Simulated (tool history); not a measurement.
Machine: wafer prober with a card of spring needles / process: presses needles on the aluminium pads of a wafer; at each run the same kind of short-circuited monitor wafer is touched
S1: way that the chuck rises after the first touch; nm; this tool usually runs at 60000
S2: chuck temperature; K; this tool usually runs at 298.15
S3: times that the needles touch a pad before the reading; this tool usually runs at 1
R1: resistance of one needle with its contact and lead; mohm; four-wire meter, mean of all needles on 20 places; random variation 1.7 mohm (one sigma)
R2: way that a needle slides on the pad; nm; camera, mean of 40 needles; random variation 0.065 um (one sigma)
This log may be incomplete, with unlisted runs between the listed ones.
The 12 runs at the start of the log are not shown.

run   hour     S1      S2  S3   R1     R2
     123.8  -- tips cleaned on abrasive film
 13  137.4  60000  393.15   1  195  15190
 14  144.9  60000  393.15   1  194  15210
     148.1  -- tips cleaned on abrasive film
 15  157.3  60000  393.15   1  196  15130
 16  163.9  60000  393.15   1  198  15200
     172.4  -- tips cleaned on abrasive film
 17  179.3  60000  393.15   1  194  15270
 18  193.5  60000  393.15   1  194  15230
     197.5  -- tips cleaned on abrasive film
 19  208.1  75000  306.15   1  165  19250
 20  215.6  75000  306.15   1  170  19160
     221.9  -- tips cleaned on abrasive film
 21  221.9  71000  310.15   1  170  18090
 22  232.3  60000  305.15   3  177  15280
     246.6  -- tips cleaned on abrasive film
 23  247.3  67000  302.15   2  170  17210
 24  261.6  62000  329.15   1  177  15770
     270.5  -- tips cleaned on abrasive film
 25  270.5  79000  329.15   1  171  20180
 26  284.1  79000  329.15   1  174  20310
     294.4  -- tips cleaned on abrasive film
 27  296.7  77000  308.15   1  168  19760

For run 28, what comes out?
 28  310.8  77000  308.15   1   ?   ?

R1: 168 mohm
R2: 19720 nm
On a tool with no hidden condition, and with the same random variation, this run would have come out at R1 167 mohm, R2 19320 nm.
